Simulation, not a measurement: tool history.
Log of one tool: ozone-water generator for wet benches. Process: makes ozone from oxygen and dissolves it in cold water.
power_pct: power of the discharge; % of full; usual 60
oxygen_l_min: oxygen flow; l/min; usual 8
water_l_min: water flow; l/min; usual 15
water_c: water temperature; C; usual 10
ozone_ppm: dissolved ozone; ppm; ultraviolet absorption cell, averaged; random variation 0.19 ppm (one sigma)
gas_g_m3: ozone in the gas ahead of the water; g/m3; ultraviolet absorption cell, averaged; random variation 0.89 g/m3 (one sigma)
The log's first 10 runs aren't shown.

run 11 hour=667 | power_pct=60 oxygen_l_min=8 water_l_min=15 water_c=10 | ozone_ppm=26.4 gas_g_m3=145.5
run 12 hour=754.9 | power_pct=60 oxygen_l_min=8 water_l_min=15 water_c=10 | ozone_ppm=26.8 gas_g_m3=147.2
run 13 hour=823.2 | power_pct=60 oxygen_l_min=8 water_l_min=19 water_c=10 | ozone_ppm=22.9 gas_g_m3=145.2
run 14 hour=887 | power_pct=60 oxygen_l_min=8 water_l_min=19 water_c=10 | ozone_ppm=22.8 gas_g_m3=147.3
run 15 hour=977.7 | power_pct=60 oxygen_l_min=8 water_l_min=19 water_c=10 | ozone_ppm=22.9 gas_g_m3=148.5
run 16 hour=1068.3 | power_pct=60 oxygen_l_min=8 water_l_min=19 water_c=10 | ozone_ppm=23 gas_g_m3=146.4
run 17 hour=1110.6 | power_pct=60 oxygen_l_min=8 water_l_min=14 water_c=10 | ozone_ppm=27.8 gas_g_m3=148.1
run 18 hour=1155.1 | power_pct=60 oxygen_l_min=8 water_l_min=9 water_c=16 | ozone_ppm=29.9 gas_g_m3=146.7
run 19 hour=1217.2 | power_pct=56 oxygen_l_min=4.19 water_l_min=9 water_c=16 | ozone_ppm=29.5 gas_g_m3=179.3
run 20 hour=1267.9 | power_pct=50 oxygen_l_min=4.46 water_l_min=12 water_c=12 | ozone_ppm=24.1 gas_g_m3=159.6
run 21 hour=1363.3 | power_pct=85 oxygen_l_min=8 water_l_min=15 water_c=9 | ozone_ppm=36.9 gas_g_m3=201
run 22 hour=1428.8 | power_pct=53 oxygen_l_min=8 water_l_min=11 water_c=10 | ozone_ppm=27.9 gas_g_m3=131.6
run 23 hour=1472.8 | power_pct=86 oxygen_l_min=8 water_l_min=21 water_c=6 | ozone_ppm=31.8 gas_g_m3=204.3
run 24 hour=1541.1 | power_pct=60 oxygen_l_min=8 water_l_min=15 water_c=10 | ozone_ppm=26.4 gas_g_m3=146
run 25 hour=1615 | power_pct=95 oxygen_l_min=13.7 water_l_min=17 water_c=6 | ozone_ppm=40.5 gas_g_m3=180.1
run 26 hour=1659.1 | power_pct=88 oxygen_l_min=11.64 water_l_min=17 water_c=7 | ozone_ppm=37.2 gas_g_m3=178.3
run 27 hour=1699.8 | power_pct=66 oxygen_l_min=12.6 water_l_min=14 water_c=7 | ozone_ppm=31.1 gas_g_m3=131.7
run 28 hour=1766.8 | power_pct=54 oxygen_l_min=8.54 water_l_min=15 water_c=10 | ozone_ppm=24.2 gas_g_m3=129.6
run 29 hour=1841.3 | power_pct=76 oxygen_l_min=7.9 water_l_min=11 water_c=10 | ozone_ppm=38.8 gas_g_m3=181
run 30 hour=1936.6 | power_pct=45 oxygen_l_min=8 water_l_min=18 water_c=13 | ozone_ppm=17.3 gas_g_m3=114
run 31 hour=1994 | power_pct=45 oxygen_l_min=8 water_l_min=18 water_c=13 | ozone_ppm=17.3 gas_g_m3=113.3
run 32 hour=2087.6 | power_pct=60 oxygen_l_min=10.83 water_l_min=16 water_c=16 | ozone_ppm=22.3 gas_g_m3=129.4
run 33 hour=2157.6 | power_pct=52 oxygen_l_min=4.73 water_l_min=16 water_c=16 | ozone_ppm=19.2 gas_g_m3=159.3
run 34 hour=2242.7 | power_pct=68 oxygen_l_min=12.19 water_l_min=15 water_c=10 | ozone_ppm=29.9 gas_g_m3=138.9

3 ways to go on from here, each from the tool as it stands after run 34. What would each give?
run A hour=2287.4 | power_pct=49 oxygen_l_min=6.01 water_l_min=15 water_c=11 | ozone_ppm=? gas_g_m3=?
run B hour=2287.4 | power_pct=68 oxygen_l_min=12.19 water_l_min=17 water_c=7 | ozone_ppm=? gas_g_m3=?
run C hour=2287.4 | power_pct=60 oxygen_l_min=8 water_l_min=14 water_c=10 | ozone_ppm=? gas_g_m3=?

run=A ozone_ppm=21.3 gas_g_m3=136.2
run=B ozone_ppm=29.1 gas_g_m3=139.1
run=C ozone_ppm=27.4 gas_g_m3=145.5
Without the tool's hidden state the same runs would have given:
run=A ozone_ppm=21.4 gas_g_m3=136.5
run=B ozone_ppm=29.2 gas_g_m3=139.5
run=C ozone_ppm=27.5 gas_g_m3=145.9
